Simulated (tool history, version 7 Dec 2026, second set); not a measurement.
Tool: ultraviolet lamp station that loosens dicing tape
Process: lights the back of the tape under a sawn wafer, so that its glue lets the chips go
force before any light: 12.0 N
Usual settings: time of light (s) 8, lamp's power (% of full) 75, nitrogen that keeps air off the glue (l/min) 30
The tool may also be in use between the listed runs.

run	day	time of light (s)	lamp's power (% of full)	nitrogen that keeps air off the glue (l/min)	force that peels the tape off (N)	light that reached the tape (mJ/cm2)
1	0	8	75	30	1.448	384
2	0.767	8	75	30	1.524	390
3	1.867	8	75	30	1.516	380
4	2.604	8	75	30	1.605	381
5	3.796	6	75	30	2.644	282
6	4.917	6	64	30	3.36	235
7	6.442	6	64	30	3.346	236
8	7.4	8	75	44	1.316	357
9	8.792	8	75	44	1.375	361
10	9.529	8	75	44	1.393	352
11	11.058	8	75	44	1.442	349
12	12.017	8	75	30	1.873	344
13	12.821	14	75	30	0.57	594
14	14.383	14	75	30	0.594	589
15	15.317	14	75	30	0.603	579
16	16.212	14	75	30	0.637	585
# day 16.312: window cleaned of glue's vapour
17	17.296	14	75	30	0.714	544
18	18.592	8	68	30	2.609	276
19	19.975	11	66	26	1.859	364
20	21.417	4	85	16	5.969	170
21	22.104	5	64	49	4.274	154
# day 22.933: window cleaned of glue's vapour, once more
22	23.158	5	75	30	3.728	207
23	24.7	7	72	10	4.542	276
24	25.529	16	72	10	1.392	635
25	26.85	16	72	10	1.488	622
26	27.812	5	86	13	4.991	231
27	29.288	5	86	13	5.064	229
28	30.471	14	76	30	0.701	544
29	31.475	8	71	30	2.453	286
30	32.771	7	91	51	1.541	317
31	33.438	9	63	51	2.006	280
32	34.121	15	63	51	0.67	463
33	35.379	15	63	51	0.738	455
34	36.642	8	93	30	1.853	349

The same runs without the tool's hidden state, with the same run-to-run variation:
The hidden state here: lamp's light, % of a new lamp's; light that the window lets through, % of a clean one's; drift of the gauge itself on peel_n, %; drift of the gauge itself on dose_mj_cm2, %.
run	force that peels the tape off (N)	light that reached the tape (mJ/cm2)
1	1.185	424
2	1.228	434
3	1.194	427
4	1.246	431
5	2.128	324
6	2.744	274
7	2.676	278
8	0.891	427
9	0.906	437
10	0.902	429
11	0.903	433
12	1.207	431
13	0.315	752
14	0.316	758
15	0.312	755
16	0.321	768
17	0.316	754
18	1.451	390
19	0.887	521
20	4.328	247
21	2.686	227
22	2.721	266
23	3.399	360
24	0.753	835
25	0.784	830
26	3.663	312
27	3.657	314
28	0.302	762
29	1.317	406
30	0.686	457
31	0.942	408
32	0.259	679
33	0.279	680
34	0.771	529
